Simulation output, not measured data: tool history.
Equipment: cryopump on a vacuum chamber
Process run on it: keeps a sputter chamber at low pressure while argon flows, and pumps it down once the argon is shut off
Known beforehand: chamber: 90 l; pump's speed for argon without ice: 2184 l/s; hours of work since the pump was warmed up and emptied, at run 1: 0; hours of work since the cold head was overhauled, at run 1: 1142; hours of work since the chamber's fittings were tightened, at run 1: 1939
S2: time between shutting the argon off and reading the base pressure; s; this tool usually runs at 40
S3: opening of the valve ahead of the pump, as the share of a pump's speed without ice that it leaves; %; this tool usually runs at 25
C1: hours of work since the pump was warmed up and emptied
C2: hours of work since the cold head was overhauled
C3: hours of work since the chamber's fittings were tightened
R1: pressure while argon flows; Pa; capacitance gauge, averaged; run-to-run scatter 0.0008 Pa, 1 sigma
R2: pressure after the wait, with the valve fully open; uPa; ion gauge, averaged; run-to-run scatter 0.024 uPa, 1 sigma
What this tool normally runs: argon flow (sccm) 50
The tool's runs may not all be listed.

{"run": 1, "hour": 0.0, "argon flow (sccm)": 50, "S2": 40, "S3": 25, "C1": 0, "C2": 1142, "C3": 1939, "R1": 0.1546, "R2": 2.14}
{"run": 2, "hour": 49.0, "argon flow (sccm)": 50, "S2": 40, "S3": 25, "C1": 37, "C2": 1179, "C3": 1975, "R1": 0.1563, "R2": 2.13}
{"run": 3, "hour": 85.2, "argon flow (sccm)": 50, "S2": 40, "S3": 25, "C1": 64, "C2": 1206, "C3": 2003, "R1": 0.1563, "R2": 2.15}
{"run": 4, "hour": 118.5, "argon flow (sccm)": 50, "S2": 40, "S3": 25, "C1": 88, "C2": 1231, "C3": 2027, "R1": 0.1566, "R2": 2.25}
{"run": 5, "hour": 144.0, "argon flow (sccm)": 50, "S2": 40, "S3": 25, "C1": 107, "C2": 1250, "C3": 2046, "R1": 0.1555, "R2": 2.25}
{"run": 6, "hour": 186.4, "argon flow (sccm)": 50, "S2": 40, "S3": 25, "C1": 139, "C2": 1281, "C3": 2078, "R1": 0.1576, "R2": 2.37}
{"run": 7, "hour": 239.6, "argon flow (sccm)": 50, "S2": 152, "S3": 25, "C1": 179, "C2": 1321, "C3": 2118, "R1": 0.1579, "R2": 1.86}
{"run": 8, "hour": 293.0, "argon flow (sccm)": 50, "S2": 40, "S3": 23, "C1": 219, "C2": 1361, "C3": 2158, "R1": 0.1729, "R2": 2.4}
{"run": 9, "hour": 343.0, "argon flow (sccm)": 50, "S2": 40, "S3": 23, "C1": 256, "C2": 1398, "C3": 2195, "R1": 0.1735, "R2": 2.42}
{"run": 10, "hour": 394.7, "argon flow (sccm)": 50, "S2": 40, "S3": 25, "C1": 294, "C2": 1437, "C3": 2233, "R1": 0.1626, "R2": 2.52}
{"run": 11, "hour": 424.1, "argon flow (sccm)": 50, "S2": 40, "S3": 25, "C1": 316, "C2": 1458, "C3": 2255, "R1": 0.1601, "R2": 2.54}
{"run": 12, "hour": 455.1, "argon flow (sccm)": 50, "S2": 40, "S3": 25, "C1": 339, "C2": 1482, "C3": 2278, "R1": 0.1603, "R2": 2.6}
{"run": 13, "hour": 507.8, "argon flow (sccm)": 50, "S2": 40, "S3": 25, "C1": 379, "C2": 1521, "C3": 2318, "R1": 0.1623, "R2": 2.6}
{"run": 14, "hour": 546.6, "argon flow (sccm)": 50, "S2": 48, "S3": 25, "C1": 408, "C2": 1550, "C3": 2347, "R1": 0.1627, "R2": 2.59}
{"run": 15, "hour": 599.0, "argon flow (sccm)": 50, "S2": 48, "S3": 25, "C1": 447, "C2": 1589, "C3": 2386, "R1": 0.1639, "R2": 2.71}
{"run": 16, "hour": 630.3, "argon flow (sccm)": 75, "S2": 58, "S3": 25, "C1": 470, "C2": 1612, "C3": 2409, "R1": 0.2468, "R2": 2.64}
{"hour": 635.9, "done": "leaking fittings of the chamber tightened, without venting"}
{"run": 17, "hour": 689.0, "argon flow (sccm)": 50, "S2": 31, "S3": 25, "C1": 512, "C2": 1655, "C3": 40, "R1": 0.1656, "R2": 1.13}
{"run": 18, "hour": 718.6, "argon flow (sccm)": 26, "S2": 31, "S3": 33, "C1": 534, "C2": 1677, "C3": 62, "R1": 0.0665, "R2": 1.15}
{"hour": 742.9, "done": "pump warmed up, emptied and cooled again"}
{"run": 19, "hour": 754.5, "argon flow (sccm)": 26, "S2": 31, "S3": 33, "C1": 9, "C2": 1700, "C3": 85, "R1": 0.0611, "R2": 1.12}
{"run": 20, "hour": 794.4, "argon flow (sccm)": 50, "S2": 114, "S3": 35, "C1": 38, "C2": 1729, "C3": 114, "R1": 0.1117, "R2": 0.47}
{"run": 21, "hour": 822.2, "argon flow (sccm)": 50, "S2": 263, "S3": 25, "C1": 59, "C2": 1750, "C3": 135, "R1": 0.1554, "R2": 0.33}
{"run": 22, "hour": 873.3, "argon flow (sccm)": 39, "S2": 21, "S3": 54, "C1": 97, "C2": 1788, "C3": 173, "R1": 0.0577, "R2": 1.5}
{"run": 23, "hour": 908.5, "argon flow (sccm)": 39, "S2": 60, "S3": 54, "C1": 123, "C2": 1815, "C3": 200, "R1": 0.0588, "R2": 0.74}
{"run": 24, "hour": 958.7, "argon flow (sccm)": 39, "S2": 60, "S3": 54, "C1": 161, "C2": 1852, "C3": 237, "R1": 0.0581, "R2": 0.79}
{"run": 25, "hour": 996.4, "argon flow (sccm)": 39, "S2": 60, "S3": 54, "C1": 189, "C2": 1880, "C3": 265, "R1": 0.0585, "R2": 0.83}
{"run": 26, "hour": 1035.5, "argon flow (sccm)": 39, "S2": 60, "S3": 54, "C1": 218, "C2": 1909, "C3": 294, "R1": 0.0591, "R2": 0.84}
{"run": 27, "hour": 1080.1, "argon flow (sccm)": 78, "S2": 40, "S3": 30, "C1": 251, "C2": 1942, "C3": 328, "R1": 0.2094, "R2": 1.06}
{"run": 28, "hour": 1104.0, "argon flow (sccm)": 78, "S2": 40, "S3": 30, "C1": 269, "C2": 1960, "C3": 345, "R1": 0.2111, "R2": 1.06}
{"run": 29, "hour": 1135.0, "argon flow (sccm)": 42, "S2": 57, "S3": 30, "C1": 292, "C2": 1983, "C3": 368, "R1": 0.113, "R2": 0.92}

What differs in the tool's unlogged condition from the final listed run ahead of each entry between runs to the first listed run following it?
Runs 16 to 17: leaking fittings of the chamber tightened, without venting (hour 635.9)
  pump's speed, % of a pump's without ice: 80.1 -> 78.4; cold plate's temperature, K: 12.59 -> 12.6; leak into the chamber, uPa l/s: 3701 -> 390
  difference, measured minus the result without the unlogged condition, R1: +0.0153 -> +0.0113 Pa; R2: +2.00 -> +0.09 uPa
Runs 18 to 19: pump warmed up, emptied and cooled again (hour 742.9)
  pump's speed, % of a pump's without ice: 77.4 -> 99; leak into the chamber, uPa l/s: 422 -> 453
  difference, measured minus the result without the unlogged condition, R1: +0.0062 -> +0.0004 Pa; R2: +0.11 -> +0.08 uPa
